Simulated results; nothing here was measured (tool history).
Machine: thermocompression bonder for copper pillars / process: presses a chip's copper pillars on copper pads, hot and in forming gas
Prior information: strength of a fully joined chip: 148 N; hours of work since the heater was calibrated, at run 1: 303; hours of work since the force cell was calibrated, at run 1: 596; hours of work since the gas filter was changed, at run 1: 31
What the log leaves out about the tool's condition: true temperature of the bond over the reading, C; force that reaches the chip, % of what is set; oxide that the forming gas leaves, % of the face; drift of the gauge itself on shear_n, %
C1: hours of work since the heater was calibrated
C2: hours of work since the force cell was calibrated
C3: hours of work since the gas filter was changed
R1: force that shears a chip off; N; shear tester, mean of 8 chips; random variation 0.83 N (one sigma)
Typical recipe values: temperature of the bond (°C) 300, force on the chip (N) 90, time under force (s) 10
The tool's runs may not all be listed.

{"run": 1, "hour": 0.0, "temperature of the bond (°C)": 300, "force on the chip (N)": 90, "time under force (s)": 10, "C1": 303, "C2": 596, "C3": 31, "R1": 75.6}
{"run": 2, "hour": 38.1, "temperature of the bond (°C)": 300, "force on the chip (N)": 90, "time under force (s)": 10, "C1": 320, "C2": 614, "C3": 49, "R1": 77.4}
{"run": 3, "hour": 106.7, "temperature of the bond (°C)": 300, "force on the chip (N)": 120, "time under force (s)": 10, "C1": 353, "C2": 646, "C3": 81, "R1": 89.1}
{"run": 4, "hour": 196.2, "temperature of the bond (°C)": 300, "force on the chip (N)": 120, "time under force (s)": 10, "C1": 394, "C2": 688, "C3": 123, "R1": 87.9}
{"run": 5, "hour": 265.1, "temperature of the bond (°C)": 300, "force on the chip (N)": 90, "time under force (s)": 10, "C1": 427, "C2": 720, "C3": 155, "R1": 76}
{"run": 6, "hour": 327.7, "temperature of the bond (°C)": 300, "force on the chip (N)": 90, "time under force (s)": 10, "C1": 456, "C2": 749, "C3": 184, "R1": 73.4}
{"run": 7, "hour": 367.2, "temperature of the bond (°C)": 300, "force on the chip (N)": 90, "time under force (s)": 10, "C1": 475, "C2": 768, "C3": 203, "R1": 75.7}
{"run": 8, "hour": 446.5, "temperature of the bond (°C)": 300, "force on the chip (N)": 90, "time under force (s)": 10, "C1": 512, "C2": 805, "C3": 240, "R1": 74.4}
{"run": 9, "hour": 485.3, "temperature of the bond (°C)": 300, "force on the chip (N)": 90, "time under force (s)": 24, "C1": 530, "C2": 823, "C3": 258, "R1": 96.5}
{"run": 10, "hour": 569.6, "temperature of the bond (°C)": 300, "force on the chip (N)": 103, "time under force (s)": 10, "C1": 569, "C2": 863, "C3": 298, "R1": 78.4}
{"run": 11, "hour": 609.6, "temperature of the bond (°C)": 300, "force on the chip (N)": 90, "time under force (s)": 10, "C1": 588, "C2": 881, "C3": 316, "R1": 71.2}
{"run": 12, "hour": 657.0, "temperature of the bond (°C)": 304, "force on the chip (N)": 113, "time under force (s)": 10, "C1": 610, "C2": 904, "C3": 339, "R1": 84.2}
{"run": 13, "hour": 699.5, "temperature of the bond (°C)": 304, "force on the chip (N)": 113, "time under force (s)": 10, "C1": 630, "C2": 924, "C3": 358, "R1": 84.7}
{"hour": 707.4, "done": "heater calibrated with a thermocouple chip"}
{"hour": 733.0, "done": "forming gas filter changed"}
{"run": 14, "hour": 744.0, "temperature of the bond (°C)": 300, "force on the chip (N)": 86, "time under force (s)": 27, "C1": 17, "C2": 943, "C3": 5, "R1": 98}
{"run": 15, "hour": 820.2, "temperature of the bond (°C)": 308, "force on the chip (N)": 76, "time under force (s)": 17, "C1": 53, "C2": 979, "C3": 41, "R1": 87}
{"run": 16, "hour": 866.2, "temperature of the bond (°C)": 282, "force on the chip (N)": 76, "time under force (s)": 7, "C1": 74, "C2": 1000, "C3": 62, "R1": 44.2}
{"run": 17, "hour": 958.6, "temperature of the bond (°C)": 296, "force on the chip (N)": 108, "time under force (s)": 7, "C1": 117, "C2": 1044, "C3": 106, "R1": 68}
{"run": 18, "hour": 1018.7, "temperature of the bond (°C)": 282, "force on the chip (N)": 62, "time under force (s)": 10, "C1": 146, "C2": 1072, "C3": 134, "R1": 44.6}
{"hour": 1030.3, "done": "heater calibrated with a thermocouple chip, once more"}
{"run": 19, "hour": 1110.3, "temperature of the bond (°C)": 290, "force on the chip (N)": 134, "time under force (s)": 10, "C1": 37, "C2": 1114, "C3": 176, "R1": 81.5}
{"run": 20, "hour": 1164.2, "temperature of the bond (°C)": 300, "force on the chip (N)": 112, "time under force (s)": 6, "C1": 63, "C2": 1139, "C3": 201, "R1": 70.3}
{"run": 21, "hour": 1230.3, "temperature of the bond (°C)": 300, "force on the chip (N)": 90, "time under force (s)": 10, "C1": 94, "C2": 1170, "C3": 232, "R1": 73.4}

Here are 5 independent what-if runs from the current tool condition. What would each one return?
{"run": "A", "hour": 1289.2, "temperature of the bond (°C)": 300, "force on the chip (N)": 75, "time under force (s)": 10, "C1": 121, "C2": 1198, "C3": 259, "R1": "?"}
{"run": "B", "hour": 1289.2, "temperature of the bond (°C)": 284, "force on the chip (N)": 90, "time under force (s)": 10, "C1": 121, "C2": 1198, "C3": 259, "R1": "?"}
{"run": "C", "hour": 1289.2, "temperature of the bond (°C)": 292, "force on the chip (N)": 108, "time under force (s)": 6, "C1": 121, "C2": 1198, "C3": 259, "R1": "?"}
{"run": "D", "hour": 1289.2, "temperature of the bond (°C)": 289, "force on the chip (N)": 90, "time under force (s)": 10, "C1": 121, "C2": 1198, "C3": 259, "R1": "?"}
{"run": "E", "hour": 1289.2, "temperature of the bond (°C)": 300, "force on the chip (N)": 54, "time under force (s)": 10, "C1": 121, "C2": 1198, "C3": 259, "R1": "?"}

run=A R1=66.3
run=B R1=59.3
run=C R1=61
run=D R1=62.4
run=E R1=52.6
The same runs, with their run-to-run variation unchanged, on a tool lacking any hidden condition would have given:
run=A R1=71.7
run=B R1=64.3
run=C R1=66.2
run=D R1=67.6
run=E R1=57.2

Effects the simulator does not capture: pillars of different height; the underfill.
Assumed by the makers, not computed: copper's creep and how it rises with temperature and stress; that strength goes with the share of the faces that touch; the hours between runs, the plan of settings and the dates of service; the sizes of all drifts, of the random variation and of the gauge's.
